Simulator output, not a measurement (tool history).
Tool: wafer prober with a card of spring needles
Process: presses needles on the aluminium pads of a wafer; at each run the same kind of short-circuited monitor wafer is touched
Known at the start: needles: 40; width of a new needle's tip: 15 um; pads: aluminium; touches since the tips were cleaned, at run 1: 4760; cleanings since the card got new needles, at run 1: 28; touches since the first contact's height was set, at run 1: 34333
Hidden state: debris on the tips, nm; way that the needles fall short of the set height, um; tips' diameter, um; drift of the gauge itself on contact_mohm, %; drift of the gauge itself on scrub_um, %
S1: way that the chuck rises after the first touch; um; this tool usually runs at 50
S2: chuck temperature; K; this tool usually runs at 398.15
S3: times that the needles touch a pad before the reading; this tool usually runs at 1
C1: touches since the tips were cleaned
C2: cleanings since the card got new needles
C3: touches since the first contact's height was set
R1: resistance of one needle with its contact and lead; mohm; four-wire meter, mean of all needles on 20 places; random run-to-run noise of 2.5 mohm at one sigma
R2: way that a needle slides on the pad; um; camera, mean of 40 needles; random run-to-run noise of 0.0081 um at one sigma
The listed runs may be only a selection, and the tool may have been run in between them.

run 1 hour=0 | S1=50 S2=398.15 S3=1 | C1=4760 C2=28 C3=34333 | R1=281 R2=9.731
-- hour=2.2 tips cleaned on abrasive film
run 2 hour=7.6 | S1=50 S2=398.15 S3=1 | C1=2522 C2=29 C3=37844 | R1=280 R2=9.719
run 3 hour=13.9 | S1=50 S2=398.15 S3=1 | C1=5425 C2=29 C3=40747 | R1=287 R2=9.724
-- hour=14.8 tips cleaned on abrasive film
-- hour=27 tips cleaned on abrasive film
run 4 hour=28.6 | S1=50 S2=398.15 S3=1 | C1=774 C2=31 C3=47556 | R1=280 R2=9.716
-- hour=39.2 tips cleaned on abrasive film
run 5 hour=40.9 | S1=50 S2=346.15 S3=1 | C1=799 C2=32 C3=53229 | R1=266 R2=9.726
run 6 hour=49.8 | S1=50 S2=398.15 S3=1 | C1=4942 C2=32 C3=57372 | R1=283 R2=9.715
-- hour=52.3 tips cleaned on abrasive film
run 7 hour=62.3 | S1=50 S2=398.15 S3=1 | C1=4689 C2=33 C3=63176 | R1=284 R2=9.713
-- hour=65.1 tips cleaned on abrasive film
run 8 hour=71 | S1=50 S2=398.15 S3=1 | C1=2739 C2=34 C3=67164 | R1=285 R2=9.715
-- hour=78.3 tips cleaned on abrasive film
run 9 hour=78.7 | S1=63 S2=398.15 S3=1 | C1=163 C2=35 C3=70707 | R1=279 R2=12.244
-- hour=81.4 height of the first contact set anew
-- hour=91.4 tips cleaned on abrasive film
run 10 hour=91.5 | S1=63 S2=386.15 S3=1 | C1=42 C2=36 C3=4670 | R1=274 R2=12.267
-- hour=104.2 tips cleaned on abrasive film
run 11 hour=105.8 | S1=52 S2=386.15 S3=1 | C1=777 C2=37 C3=11316 | R1=279 R2=10.125
run 12 hour=113.7 | S1=50 S2=398.15 S3=1 | C1=4431 C2=37 C3=14970 | R1=286 R2=9.73
-- hour=116.8 tips cleaned on abrasive film
run 13 hour=121.4 | S1=50 S2=398.15 S3=1 | C1=2189 C2=38 C3=18557 | R1=280 R2=9.732
-- hour=129.2 tips cleaned on abrasive film
run 14 hour=131.1 | S1=50 S2=398.15 S3=1 | C1=915 C2=39 C3=23023 | R1=283 R2=9.732
-- hour=141.6 tips cleaned on abrasive film
run 15 hour=145.9 | S1=50 S2=398.15 S3=1 | C1=2017 C2=40 C3=29892 | R1=282 R2=9.726
-- hour=154.1 tips cleaned on abrasive film
run 16 hour=154.8 | S1=50 S2=398.15 S3=1 | C1=346 C2=41 C3=33993 | R1=284 R2=9.72
run 17 hour=161 | S1=50 S2=398.15 S3=1 | C1=3228 C2=41 C3=36875 | R1=286 R2=9.733
-- hour=166.3 tips cleaned on abrasive film
run 18 hour=169.4 | S1=33 S2=342.15 S3=1 | C1=1445 C2=42 C3=40729 | R1=280 R2=6.418
-- hour=179.5 tips cleaned on abrasive film
run 19 hour=180.4 | S1=33 S2=342.15 S3=1 | C1=434 C2=43 C3=45820 | R1=279 R2=6.42
run 20 hour=186.8 | S1=33 S2=342.15 S3=1 | C1=3415 C2=43 C3=48801 | R1=275 R2=6.416
-- hour=192.4 tips cleaned on abrasive film
run 21 hour=193.2 | S1=33 S2=342.15 S3=1 | C1=379 C2=44 C3=51739 | R1=272 R2=6.414
run 22 hour=201.8 | S1=33 S2=342.15 S3=3 | C1=4395 C2=44 C3=55755 | R1=278 R2=6.411
-- hour=205.5 tips cleaned on abrasive film
run 23 hour=213.3 | S1=33 S2=316.15 S3=3 | C1=3653 C2=45 C3=61083 | R1=271 R2=6.43
-- hour=217.8 tips cleaned on abrasive film
run 24 hour=227.3 | S1=41 S2=398.15 S3=3 | C1=4416 C2=46 C3=67550 | R1=286 R2=7.976
-- hour=230.3 tips cleaned on abrasive film
-- hour=237.6 height of the first contact set anew
run 25 hour=242.1 | S1=61 S2=308.15 S3=2 | C1=5375 C2=47 C3=2116 | R1=253 R2=11.843
-- hour=243.3 tips cleaned on abrasive film
run 26 hour=254.2 | S1=61 S2=308.15 S3=2 | C1=5059 C2=48 C3=7689 | R1=252 R2=11.863
-- hour=256.2 tips cleaned on abrasive film
run 27 hour=264.4 | S1=47 S2=348.15 S3=2 | C1=3840 C2=49 C3=12436 | R1=270 R2=9.149
-- hour=268.9 tips cleaned on abrasive film
run 28 hour=273.2 | S1=47 S2=302.15 S3=2 | C1=2012 C2=50 C3=16481 | R1=260 R2=9.149
run 29 hour=279.2 | S1=47 S2=302.15 S3=2 | C1=4796 C2=50 C3=19265 | R1=258 R2=9.141
-- hour=281.1 tips cleaned on abrasive film
-- hour=294 tips cleaned on abrasive film
run 30 hour=294.1 | S1=41 S2=348.15 S3=3 | C1=60 C2=52 C3=26127 | R1=274 R2=7.964
run 31 hour=300.1 | S1=54 S2=315.15 S3=3 | C1=2878 C2=52 C3=28945 | R1=261 R2=10.515
-- hour=306.6 tips cleaned on abrasive film
run 32 hour=306.6 | S1=32 S2=398.15 S3=1 | C1=0 C2=53 C3=31925 | R1=294 R2=6.237
-- hour=319.6 tips cleaned on abrasive film
run 33 hour=321.2 | S1=50 S2=373.15 S3=1 | C1=722 C2=54 C3=38662 | R1=277 R2=9.739

Take each entry between the runs: how does the hidden state at the last listed run before it differ from the hidden state at the first listed run after it?
From run 1 to run 2: tips cleaned on abrasive film (hour 2.2)
  debris on the tips, nm: 0.3 -> 0.2
From run 3 to run 4: tips cleaned on abrasive film (hour 14.8); tips cleaned on abrasive film (hour 27)
  debris on the tips, nm: 0.3 -> 0.1
From run 4 to run 5: tips cleaned on abrasive film (hour 39.2)
  both runs share identical hidden conditions
From run 6 to run 7: tips cleaned on abrasive film (hour 52.3)
  both runs share identical hidden conditions
From run 7 to run 8: tips cleaned on abrasive film (hour 65.1)
  debris on the tips, nm: 0.3 -> 0.2
From run 8 to run 9: tips cleaned on abrasive film (hour 78.3)
  debris on the tips, nm: 0.2 -> 0
From run 9 to run 10: height of the first contact set anew (hour 81.4); tips cleaned on abrasive film (hour 91.4)
  both runs share identical hidden conditions
From run 10 to run 11: tips cleaned on abrasive film (hour 104.2)
  debris on the tips, nm: 0 -> 0.1
From run 12 to run 13: tips cleaned on abrasive film (hour 116.8)
  debris on the tips, nm: 0.3 -> 0.2
From run 13 to run 14: tips cleaned on abrasive film (hour 129.2)
  debris on the tips, nm: 0.2 -> 0.1
From run 14 to run 15: tips cleaned on abrasive film (hour 141.6)
  debris on the tips, nm: 0.1 -> 0.2
From run 15 to run 16: tips cleaned on abrasive film (hour 154.1)
  debris on the tips, nm: 0.2 -> 0.1
From run 17 to run 18: tips cleaned on abrasive film (hour 166.3)
  debris on the tips, nm: 0.2 -> 0.1
From run 18 to run 19: tips cleaned on abrasive film (hour 179.5)
  both runs share identical hidden conditions
From run 20 to run 21: tips cleaned on abrasive film (hour 192.4)
  debris on the tips, nm: 0.2 -> 0
From run 22 to run 23: tips cleaned on abrasive film (hour 205.5)
  both runs share identical hidden conditions
From run 23 to run 24: tips cleaned on abrasive film (hour 217.8)
  both runs share identical hidden conditions
From run 24 to run 25: tips cleaned on abrasive film (hour 230.3); height of the first contact set anew (hour 237.6)
  both runs share identical hidden conditions
From run 25 to run 26: tips cleaned on abrasive film (hour 243.3)
  both runs share identical hidden conditions
From run 26 to run 27: tips cleaned on abrasive film (hour 256.2)
  both runs share identical hidden conditions
From run 27 to run 28: tips cleaned on abrasive film (hour 268.9)
  debris on the tips, nm: 0.3 -> 0.2
From run 29 to run 30: tips cleaned on abrasive film (hour 281.1); tips cleaned on abrasive film (hour 294)
  debris on the tips, nm: 0.3 -> 0
From run 31 to run 32: tips cleaned on abrasive film (hour 306.6)
  debris on the tips, nm: 0.2 -> 0
From run 32 to run 33: tips cleaned on abrasive film (hour 319.6)
  debris on the tips, nm: 0 -> 0.1
